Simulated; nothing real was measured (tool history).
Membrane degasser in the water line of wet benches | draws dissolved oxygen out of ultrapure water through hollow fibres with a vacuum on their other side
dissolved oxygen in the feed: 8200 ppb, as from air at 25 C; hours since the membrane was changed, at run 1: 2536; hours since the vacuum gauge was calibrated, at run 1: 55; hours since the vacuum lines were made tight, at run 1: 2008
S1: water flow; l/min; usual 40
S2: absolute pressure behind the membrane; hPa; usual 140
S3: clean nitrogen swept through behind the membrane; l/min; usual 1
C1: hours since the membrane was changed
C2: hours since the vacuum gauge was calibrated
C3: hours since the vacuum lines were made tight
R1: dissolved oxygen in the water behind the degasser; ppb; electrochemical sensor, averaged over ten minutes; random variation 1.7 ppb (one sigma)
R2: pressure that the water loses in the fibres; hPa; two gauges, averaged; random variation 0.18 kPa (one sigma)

{"run": 1, "hour": 0.0, "S1": 40, "S2": 140, "S3": 1, "C1": 2536, "C2": 55, "C3": 2008, "R1": 798.6, "R2": 351.5}
{"run": 2, "hour": 48.4, "S1": 40, "S2": 140, "S3": 1, "C1": 2585, "C2": 104, "C3": 2056, "R1": 797.8, "R2": 348.9}
{"run": 3, "hour": 103.6, "S1": 40, "S2": 140, "S3": 0.41, "C1": 2640, "C2": 159, "C3": 2111, "R1": 1442.5, "R2": 348.6}
{"run": 4, "hour": 168.4, "S1": 40, "S2": 140, "S3": 0.41, "C1": 2704, "C2": 224, "C3": 2176, "R1": 1443.6, "R2": 347.9}
{"run": 5, "hour": 222.3, "S1": 60, "S2": 140, "S3": 1, "C1": 2758, "C2": 278, "C3": 2230, "R1": 1069.5, "R2": 522.2}
{"run": 6, "hour": 283.1, "S1": 60, "S2": 140, "S3": 1, "C1": 2819, "C2": 338, "C3": 2291, "R1": 1069.4, "R2": 522.3}
{"run": 7, "hour": 342.4, "S1": 47, "S2": 140, "S3": 1, "C1": 2878, "C2": 398, "C3": 2350, "R1": 898.5, "R2": 409}
{"run": 8, "hour": 422.5, "S1": 47, "S2": 314, "S3": 1, "C1": 2959, "C2": 478, "C3": 2430, "R1": 2037.3, "R2": 407.5}
{"run": 9, "hour": 499.6, "S1": 51, "S2": 140, "S3": 1.89, "C1": 3036, "C2": 555, "C3": 2507, "R1": 589.1, "R2": 447.2}
{"run": 10, "hour": 562.2, "S1": 31, "S2": 92, "S3": 2.12, "C1": 3098, "C2": 617, "C3": 2570, "R1": 196, "R2": 269.4}
{"run": 11, "hour": 615.3, "S1": 56, "S2": 331, "S3": 1, "C1": 3151, "C2": 670, "C3": 2623, "R1": 2381.2, "R2": 486.2}
{"run": 12, "hour": 708.3, "S1": 25, "S2": 92, "S3": 1.09, "C1": 3244, "C2": 764, "C3": 2716, "R1": 290.6, "R2": 219.5}
{"run": 13, "hour": 786.5, "S1": 25, "S2": 140, "S3": 2.25, "C1": 3323, "C2": 842, "C3": 2794, "R1": 270.9, "R2": 223.6}
{"run": 14, "hour": 854.1, "S1": 39, "S2": 243, "S3": 2.72, "C1": 3390, "C2": 909, "C3": 2862, "R1": 643.4, "R2": 341.4}
{"run": 15, "hour": 902.7, "S1": 39, "S2": 243, "S3": 2.72, "C1": 3439, "C2": 958, "C3": 2910, "R1": 639.4, "R2": 340.8}

Forecast each of these 3 alternatives for the next run:
{"run": "A", "hour": 947.4, "S1": 30, "S2": 106, "S3": 1.59, "C1": 3483, "C2": 1003, "C3": 2955, "R1": "?", "R2": "?"}
{"run": "B", "hour": 947.4, "S1": 51, "S2": 140, "S3": 0.74, "C1": 3483, "C2": 1003, "C3": 2955, "R1": "?", "R2": "?"}
{"run": "C", "hour": 947.4, "S1": 25, "S2": 243, "S3": 2.54, "C1": 3483, "C2": 1003, "C3": 2955, "R1": "?", "R2": "?"}

run=A R1=301.2 R2=265.7
run=B R1=1160 R2=442.7
run=C R1=462.6 R2=218.2
Without the tool's hidden state the same runs would have given:
run=A R1=304.1 R2=265.6
run=B R1=1171.8 R2=442.5
run=C R1=467.1 R2=218.1
